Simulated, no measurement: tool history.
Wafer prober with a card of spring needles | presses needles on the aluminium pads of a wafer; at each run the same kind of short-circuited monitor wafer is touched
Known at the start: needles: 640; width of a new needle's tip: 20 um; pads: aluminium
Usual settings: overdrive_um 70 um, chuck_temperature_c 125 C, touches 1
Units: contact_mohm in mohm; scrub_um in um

{"run": 1, "hour": 0.0, "overdrive_um": 70, "chuck_temperature_c": 125, "touches": 1, "contact_mohm": 208, "scrub_um": 8.45}
{"hour": 3.1, "done": "tips cleaned on abrasive film"}
{"run": 2, "hour": 6.0, "overdrive_um": 70, "chuck_temperature_c": 125, "touches": 1, "contact_mohm": 219, "scrub_um": 8.36}
{"hour": 7.0, "done": "tips cleaned on abrasive film"}
{"hour": 10.7, "done": "tips cleaned on abrasive film"}
{"run": 3, "hour": 11.5, "overdrive_um": 70, "chuck_temperature_c": 125, "touches": 1, "contact_mohm": 210, "scrub_um": 8.46}
{"hour": 14.5, "done": "tips cleaned on abrasive film"}
{"hour": 18.2, "done": "tips cleaned on abrasive film"}
{"run": 4, "hour": 19.6, "overdrive_um": 70, "chuck_temperature_c": 125, "touches": 1, "contact_mohm": 213, "scrub_um": 8.4}
{"hour": 22.3, "done": "tips cleaned on abrasive film"}
{"run": 5, "hour": 24.7, "overdrive_um": 70, "chuck_temperature_c": 125, "touches": 1, "contact_mohm": 215, "scrub_um": 8.37}
{"hour": 26.0, "done": "tips cleaned on abrasive film"}
{"hour": 30.1, "done": "tips cleaned on abrasive film"}
{"hour": 34.0, "done": "tips cleaned on abrasive film"}
{"run": 6, "hour": 34.5, "overdrive_um": 70, "chuck_temperature_c": 125, "touches": 3, "contact_mohm": 199, "scrub_um": 8.36}
{"hour": 37.9, "done": "tips cleaned on abrasive film"}
{"run": 7, "hour": 38.7, "overdrive_um": 74, "chuck_temperature_c": 125, "touches": 1, "contact_mohm": 206, "scrub_um": 8.96}
{"hour": 41.9, "done": "tips cleaned on abrasive film"}
{"run": 8, "hour": 42.6, "overdrive_um": 70, "chuck_temperature_c": 125, "touches": 3, "contact_mohm": 203, "scrub_um": 8.34}
{"hour": 45.6, "done": "tips cleaned on abrasive film"}
{"hour": 48.5, "done": "height of the first contact set anew"}
{"run": 9, "hour": 49.1, "overdrive_um": 70, "chuck_temperature_c": 125, "touches": 3, "contact_mohm": 211, "scrub_um": 8.2}
{"hour": 49.9, "done": "tips cleaned on abrasive film"}
{"hour": 54.1, "done": "tips cleaned on abrasive film"}
{"hour": 58.1, "done": "tips cleaned on abrasive film"}
{"run": 10, "hour": 58.1, "overdrive_um": 70, "chuck_temperature_c": 125, "touches": 3, "contact_mohm": 204, "scrub_um": 8.2}
{"hour": 61.9, "done": "tips cleaned on abrasive film"}
{"run": 11, "hour": 62.9, "overdrive_um": 70, "chuck_temperature_c": 125, "touches": 3, "contact_mohm": 205, "scrub_um": 8.25}
{"hour": 65.9, "done": "tips cleaned on abrasive film"}
{"hour": 69.6, "done": "tips cleaned on abrasive film"}
{"run": 12, "hour": 69.8, "overdrive_um": 70, "chuck_temperature_c": 125, "touches": 3, "contact_mohm": 203, "scrub_um": 8.21}
{"hour": 73.5, "done": "tips cleaned on abrasive film"}
{"hour": 76.5, "done": "height of the first contact set anew, once more"}
{"hour": 77.4, "done": "tips cleaned on abrasive film"}
{"run": 13, "hour": 78.9, "overdrive_um": 70, "chuck_temperature_c": 125, "touches": 3, "contact_mohm": 207, "scrub_um": 8.69}
{"hour": 81.5, "done": "tips cleaned on abrasive film"}
{"hour": 85.6, "done": "tips cleaned on abrasive film"}
{"run": 14, "hour": 87.3, "overdrive_um": 70, "chuck_temperature_c": 125, "touches": 3, "contact_mohm": 208, "scrub_um": 8.77}
{"hour": 89.6, "done": "tips cleaned on abrasive film"}
{"hour": 93.3, "done": "tips cleaned on abrasive film"}
{"run": 15, "hour": 95.4, "overdrive_um": 70, "chuck_temperature_c": 125, "touches": 1, "contact_mohm": 218, "scrub_um": 8.69}
{"hour": 97.3, "done": "tips cleaned on abrasive film"}
{"run": 16, "hour": 100.8, "overdrive_um": 70, "chuck_temperature_c": 125, "touches": 1, "contact_mohm": 223, "scrub_um": 8.66}
{"hour": 101.4, "done": "tips cleaned on abrasive film"}
{"hour": 105.2, "done": "tips cleaned on abrasive film"}
{"run": 17, "hour": 105.6, "overdrive_um": 70, "chuck_temperature_c": 125, "touches": 1, "contact_mohm": 207, "scrub_um": 8.61}
{"hour": 108.9, "done": "tips cleaned on abrasive film"}
{"run": 18, "hour": 110.4, "overdrive_um": 64, "chuck_temperature_c": 120, "touches": 1, "contact_mohm": 221, "scrub_um": 7.89}
{"hour": 112.6, "done": "tips cleaned on abrasive film"}
{"run": 19, "hour": 115.1, "overdrive_um": 61, "chuck_temperature_c": 75, "touches": 2, "contact_mohm": 206, "scrub_um": 7.51}
{"hour": 116.4, "done": "tips cleaned on abrasive film"}
{"run": 20, "hour": 119.2, "overdrive_um": 59, "chuck_temperature_c": 32, "touches": 1, "contact_mohm": 215, "scrub_um": 7.26}
{"hour": 120.1, "done": "tips cleaned on abrasive film"}
{"run": 21, "hour": 123.3, "overdrive_um": 59, "chuck_temperature_c": 32, "touches": 1, "contact_mohm": 214, "scrub_um": 7.28}
{"hour": 124.1, "done": "tips cleaned on abrasive film"}
{"hour": 128.3, "done": "tips cleaned on abrasive film"}
{"run": 22, "hour": 128.9, "overdrive_um": 70, "chuck_temperature_c": 65, "touches": 1, "contact_mohm": 194, "scrub_um": 8.61}
{"hour": 132.5, "done": "tips cleaned on abrasive film"}
{"run": 23, "hour": 135.3, "overdrive_um": 70, "chuck_temperature_c": 65, "touches": 1, "contact_mohm": 211, "scrub_um": 8.69}
{"hour": 136.4, "done": "tips cleaned on abrasive film"}
{"hour": 140.5, "done": "tips cleaned on abrasive film"}
{"hour": 144.2, "done": "tips cleaned on abrasive film"}
{"run": 24, "hour": 144.7, "overdrive_um": 70, "chuck_temperature_c": 65, "touches": 1, "contact_mohm": 199, "scrub_um": 8.68}
{"hour": 148.2, "done": "tips cleaned on abrasive film"}
{"run": 25, "hour": 150.3, "overdrive_um": 56, "chuck_temperature_c": 40, "touches": 2, "contact_mohm": 201, "scrub_um": 6.87}
{"hour": 152.6, "done": "tips cleaned on abrasive film"}
{"run": 26, "hour": 154.8, "overdrive_um": 70, "chuck_temperature_c": 56, "touches": 2, "contact_mohm": 196, "scrub_um": 8.66}
{"hour": 156.6, "done": "tips cleaned on abrasive film"}
{"run": 27, "hour": 158.7, "overdrive_um": 70, "chuck_temperature_c": 56, "touches": 2, "contact_mohm": 197, "scrub_um": 8.57}
{"hour": 160.3, "done": "tips cleaned on abrasive film"}
{"hour": 164.7, "done": "tips cleaned on abrasive film"}
{"run": 28, "hour": 166.4, "overdrive_um": 70, "chuck_temperature_c": 56, "touches": 2, "contact_mohm": 193, "scrub_um": 8.64}
{"hour": 168.7, "done": "tips cleaned on abrasive film"}
{"hour": 172.5, "done": "tips cleaned on abrasive film"}
{"run": 29, "hour": 174.7, "overdrive_um": 70, "chuck_temperature_c": 56, "touches": 2, "contact_mohm": 198, "scrub_um": 8.61}
{"hour": 176.9, "done": "tips cleaned on abrasive film"}
{"hour": 180.9, "done": "tips cleaned on abrasive film"}
{"run": 30, "hour": 181.3, "overdrive_um": 70, "chuck_temperature_c": 56, "touches": 2, "contact_mohm": 186, "scrub_um": 8.52}

Measured less the same run without the tool's hidden state. The same run-to-run variation is in both; the gauge's scatter may not be:
The hidden state here: debris on the tips, nm; way that the needles fall short of the set height, um; tips' diameter, um; drift of the gauge itself on contact_mohm, %; drift of the gauge itself on scrub_um, %.
run=1 contact_mohm=+8 scrub_um=-0.30
run=2 contact_mohm=+19 scrub_um=-0.31
run=3 contact_mohm=+9 scrub_um=-0.31
run=4 contact_mohm=+11 scrub_um=-0.33
run=5 contact_mohm=+19 scrub_um=-0.33
run=6 contact_mohm=+3 scrub_um=-0.34
run=7 contact_mohm=+8 scrub_um=-0.36
run=8 contact_mohm=+4 scrub_um=-0.36
run=9 contact_mohm=+9 scrub_um=-0.51
run=10 contact_mohm=+2 scrub_um=-0.53
run=11 contact_mohm=+5 scrub_um=-0.53
run=12 contact_mohm=+3 scrub_um=-0.54
run=13 contact_mohm=+5 scrub_um=-0.01
run=14 contact_mohm=+5 scrub_um=-0.02
run=15 contact_mohm=+17 scrub_um=-0.03
run=16 contact_mohm=+20 scrub_um=-0.04
run=17 contact_mohm=+6 scrub_um=-0.05
run=18 contact_mohm=+15 scrub_um=-0.05
run=19 contact_mohm=+15 scrub_um=-0.05
run=20 contact_mohm=+29 scrub_um=-0.06
run=21 contact_mohm=+30 scrub_um=-0.06
run=22 contact_mohm=+8 scrub_um=-0.08
run=23 contact_mohm=+21 scrub_um=-0.08
run=24 contact_mohm=+8 scrub_um=-0.10
run=25 contact_mohm=+16 scrub_um=-0.10
run=26 contact_mohm=+11 scrub_um=-0.11
run=27 contact_mohm=+12 scrub_um=-0.11
run=28 contact_mohm=+9 scrub_um=-0.12
run=29 contact_mohm=+12 scrub_um=-0.13
run=30 contact_mohm=+4 scrub_um=-0.15
